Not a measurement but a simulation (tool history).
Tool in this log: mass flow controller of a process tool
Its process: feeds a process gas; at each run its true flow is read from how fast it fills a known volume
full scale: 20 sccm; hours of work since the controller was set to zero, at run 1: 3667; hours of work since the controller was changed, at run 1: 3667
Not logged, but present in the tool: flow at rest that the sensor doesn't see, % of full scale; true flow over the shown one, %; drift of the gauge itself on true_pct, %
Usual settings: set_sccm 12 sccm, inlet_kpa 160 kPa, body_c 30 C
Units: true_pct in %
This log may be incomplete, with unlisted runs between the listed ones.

| run | day | set_sccm | inlet_kpa | body_c | hours of work since the controller was set to zero | hours of work since the controller was changed | true_pct |
|---|---|---|---|---|---|---|---|
| 1 | 0.000 | 12 | 160 | 30 | 3667 | 3667 | 101.97 |
| 2 | 12.704 | 12 | 160 | 30 | 3803 | 3803 | 102.06 |
| 3 | 27.471 | 12 | 160 | 30 | 3962 | 3962 | 102.07 |
| 4 | 36.275 | 12 | 160 | 30 | 4057 | 4057 | 102.25 |
| 5 | 47.062 | 12 | 160 | 30 | 4173 | 4173 | 102.33 |
|  | 51.654 | controller's zero set anew |
| 6 | 59.429 | 12 | 247 | 30 | 84 | 4306 | 102.35 |
| 7 | 72.129 | 12 | 231 | 30 | 220 | 4443 | 102.59 |
| 8 | 83.762 | 11 | 210 | 33 | 346 | 4568 | 103.29 |
|  | 95.683 | controller's zero set anew, once more |
| 9 | 95.929 | 12 | 160 | 30 | 3 | 4699 | 101.13 |
| 10 | 102.983 | 12 | 160 | 30 | 79 | 4775 | 101.02 |
| 11 | 113.367 | 12 | 144 | 25 | 190 | 4886 | 100.72 |

Branching from run 11: 4 alternative next runs. What would each branch give?
| A | 128.167 | 3 | 162 | 23 | 350 | 5046 | ? |
| B | 128.167 | 12 | 196 | 30 | 350 | 5046 | ? |
| C | 128.167 | 19 | 242 | 27 | 350 | 5046 | ? |
| D | 128.167 | 12 | 193 | 30 | 350 | 5046 | ? |

| run | true_pct |
|---|---|
| A | 99.89 |
| B | 101.07 |
| C | 101.47 |
| D | 101.03 |
With the hidden condition removed and each run's random variation left untouched, the same runs would have given:
| run | true_pct |
|---|---|
| A | 97.33 |
| B | 99.30 |
| C | 99.80 |
| D | 99.26 |

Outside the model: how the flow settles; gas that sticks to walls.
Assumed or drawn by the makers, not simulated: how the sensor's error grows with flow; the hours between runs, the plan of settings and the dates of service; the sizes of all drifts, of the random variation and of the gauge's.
